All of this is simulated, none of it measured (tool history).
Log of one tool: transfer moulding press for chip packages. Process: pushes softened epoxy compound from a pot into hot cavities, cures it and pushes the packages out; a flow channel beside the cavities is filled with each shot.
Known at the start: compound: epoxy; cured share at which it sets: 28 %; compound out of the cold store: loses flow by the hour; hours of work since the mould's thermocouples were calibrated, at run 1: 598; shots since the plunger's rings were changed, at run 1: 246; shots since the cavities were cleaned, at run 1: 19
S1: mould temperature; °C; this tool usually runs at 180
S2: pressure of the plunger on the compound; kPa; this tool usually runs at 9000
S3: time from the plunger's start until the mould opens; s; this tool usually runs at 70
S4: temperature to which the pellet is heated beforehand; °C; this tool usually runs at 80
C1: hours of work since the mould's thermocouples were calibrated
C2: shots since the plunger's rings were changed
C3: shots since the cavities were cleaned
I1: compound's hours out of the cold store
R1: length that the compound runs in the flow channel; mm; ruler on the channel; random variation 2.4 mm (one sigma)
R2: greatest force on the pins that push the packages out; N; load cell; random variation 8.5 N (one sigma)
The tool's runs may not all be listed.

| run | hour | S1 | S2 | S3 | S4 | C1 | C2 | C3 | I1 | R1 | R2 |
|---|---|---|---|---|---|---|---|---|---|---|---|
| 1 | 0 | 180 | 9000 | 70 | 80 | 598 | 246 | 19 | 43.5 | 789 | 407 |
| 2 | 20.7 | 180 | 9000 | 53 | 80 | 608 | 466 | 239 | 8.4 | 890 | 862 |
|  | 38.7 | mould's thermocouples calibrated |
| 3 | 56.6 | 180 | 9000 | 70 | 80 | 9 | 828 | 601 | 36 | 809 | 624 |
| 4 | 76.9 | 180 | 9000 | 70 | 80 | 19 | 1045 | 818 | 21.7 | 849 | 644 |
|  | 87 | cavities cleaned with cleaning compound and waxed |
| 5 | 94.8 | 180 | 9000 | 54 | 80 | 27 | 1219 | 84 | 33.1 | 818 | 742 |
| 6 | 117.6 | 180 | 9000 | 54 | 80 | 38 | 1462 | 327 | 47.7 | 778 | 784 |
| 7 | 152 | 180 | 9000 | 54 | 80 | 55 | 1829 | 694 | 46.6 | 777 | 972 |
| 8 | 171 | 178 | 9940 | 104 | 79 | 64 | 2031 | 896 | 17.7 | 903 | 536 |
|  | 174.4 | cavities cleaned with cleaning compound and waxed |
| 9 | 194.4 | 178 | 9940 | 104 | 79 | 75 | 2264 | 213 | 23.6 | 884 | 413 |

Run 10 has not been measured yet. What should we expect?
| 10 | 231.7 | 180 | 9400 | 70 | 80 | 93 | 2662 | 611 | 16.9 | ? | ? |

{"run 10": {"R1": 869, "R2": 601}}
With the hidden condition absent and the run-to-run variation left alone, this run would have shown R1 883 mm, R2 382 N.

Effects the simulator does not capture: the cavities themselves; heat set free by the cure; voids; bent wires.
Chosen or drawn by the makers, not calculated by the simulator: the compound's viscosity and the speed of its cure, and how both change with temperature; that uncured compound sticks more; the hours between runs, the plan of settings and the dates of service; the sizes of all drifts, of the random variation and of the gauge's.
